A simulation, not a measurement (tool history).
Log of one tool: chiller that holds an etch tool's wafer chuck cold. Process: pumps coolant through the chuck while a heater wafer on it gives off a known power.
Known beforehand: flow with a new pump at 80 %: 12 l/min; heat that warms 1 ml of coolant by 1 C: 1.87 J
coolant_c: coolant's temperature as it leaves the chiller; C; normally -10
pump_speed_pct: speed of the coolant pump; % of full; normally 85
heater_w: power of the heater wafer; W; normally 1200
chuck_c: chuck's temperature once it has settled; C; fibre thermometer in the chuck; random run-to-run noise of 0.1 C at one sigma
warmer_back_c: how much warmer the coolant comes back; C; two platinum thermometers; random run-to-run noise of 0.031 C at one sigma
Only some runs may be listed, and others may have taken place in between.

run	hour	coolant_c	pump_speed_pct	heater_w	chuck_c	warmer_back_c
1	0.0	-10	85	1200	1.8	3.05
2	31.3	-10	76	1200	2.8	3.42
3	67.5	-10	76	1200	2.9	3.45
4	110.4	-10	85	772	-2.2	2.02
5	152.8	-10	85	1200	1.8	3.08
6	195.8	-8	85	1200	3.9	3.11
7	228.3	-10	85	1200	1.7	3.11
8	269.1	-10	85	983	-0.3	2.56
9	302.7	-10	85	983	-0.3	2.57
# hour 311.8: coolant pump overhauled
10	326.8	-10	85	983	-0.1	2.62
11	350.3	-10	85	983	-0.1	2.55
12	370.4	-10	66	1200	4.3	3.99
13	414.3	-10	66	1200	4.1	4.01
14	433.1	-10	66	1200	4.4	4.01
15	476.8	-10	66	1200	4.5	4.06
# hour 509.5: coolant pump overhauled, once more
16	514.8	-10	66	1200	4.2	3.93
17	550.2	-10	66	1200	4.0	3.81
18	577.4	-10	62	1200	4.7	4.16
19	612.3	-10	62	1200	4.6	4.13
20	650.0	-3	90	1241	8.5	2.94
21	681.2	-10	85	723	-2.8	1.83
22	725.4	-16	66	1200	-1.9	3.82

Run 23 comes next. What will it give?
23	766.4	-16	66	1721	?	?

Run 23 gave chuck_c 4.0 C, warmer_back_c 5.63 C.
Had the tool carried no hidden state, the very same run would have given chuck_c 3.3 C, warmer_back_c 5.60 C.

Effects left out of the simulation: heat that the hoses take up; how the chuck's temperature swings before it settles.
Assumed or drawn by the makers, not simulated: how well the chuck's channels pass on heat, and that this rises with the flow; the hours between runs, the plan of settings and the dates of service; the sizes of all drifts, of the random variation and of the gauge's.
